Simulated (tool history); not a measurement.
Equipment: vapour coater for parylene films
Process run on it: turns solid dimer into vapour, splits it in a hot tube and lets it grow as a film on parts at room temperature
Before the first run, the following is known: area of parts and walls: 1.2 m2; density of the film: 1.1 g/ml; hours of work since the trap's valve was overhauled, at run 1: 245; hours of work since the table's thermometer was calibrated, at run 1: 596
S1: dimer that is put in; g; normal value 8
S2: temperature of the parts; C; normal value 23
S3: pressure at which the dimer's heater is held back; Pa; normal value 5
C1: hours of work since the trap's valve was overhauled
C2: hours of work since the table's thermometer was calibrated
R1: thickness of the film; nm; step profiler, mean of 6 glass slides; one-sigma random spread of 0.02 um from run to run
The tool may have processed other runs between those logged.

run	hour	S1	S2	S3	C1	C2	R1
1	0	8	23	5	245	596	3420
2	33.3	8	23	5	261	612	3410
3	68.8	8	23	5	278	629	3400
4	112.4	8	16	5	299	650	4590
5	138.7	8	23	5	312	663	3370
6	174.7	8	23	5	330	681	3430
7	220.3	7	23	5	352	703	2980
8	244.7	7	23	5	364	715	2990
9	284	8	34	5	383	734	2170
10	327.2	8	34	5	404	755	2150
11	366.1	5	23	5	423	774	2140
12	418.2	5	23	5	448	799	2170
# hour 440.8: trap's valve overhauled
13	465.8	5	23	5	12	820	2170
14	502.8	5	23	5	30	838	2140
15	547.7	5	23	5	52	860	2150
16	593.1	8	23	5	74	882	3450
17	630.7	8	23	5	92	901	3430
18	656.8	8	23	5	105	913	3450
19	706.4	8	17	2.57	129	938	4720
20	732.8	8	23	5	142	950	3470
21	763.7	8	23	5	157	965	3460
22	788.7	8	23	5	169	978	3460
23	831.8	6	23	6.46	190	999	2530
24	868.6	6	23	6.46	208	1016	2560
25	905.8	6	23	6.46	226	1035	2490
26	956.4	12	23	5	251	1059	5170
27	1008.6	4	23	3.26	276	1085	1830
28	1044.2	3	33	5	294	1102	840
29	1097.5	8	23	6.67	319	1128	3380
30	1150	8	35	8.42	345	1153	2030
31	1178.9	8	22	3.99	359	1167	3710
32	1211.8	8	22	3.99	375	1183	3690
33	1236.3	6	25	5	387	1195	2420
34	1264.2	10	23	5.44	401	1209	4290
35	1300.9	10	23	5.44	418	1227	4310

Entry by entry between the runs, the difference in hidden state between the last listed run before and the first listed run after:
Runs 12 to 13: trap's valve overhauled (hour 440.8)
  vapour lost through the trap's worn valve, %: 0.5 -> 0; drift of the gauge itself on film_um, %: 0.8 -> 0.88
  measured result minus the result with no hidden state, R1: +10 -> +20 nm
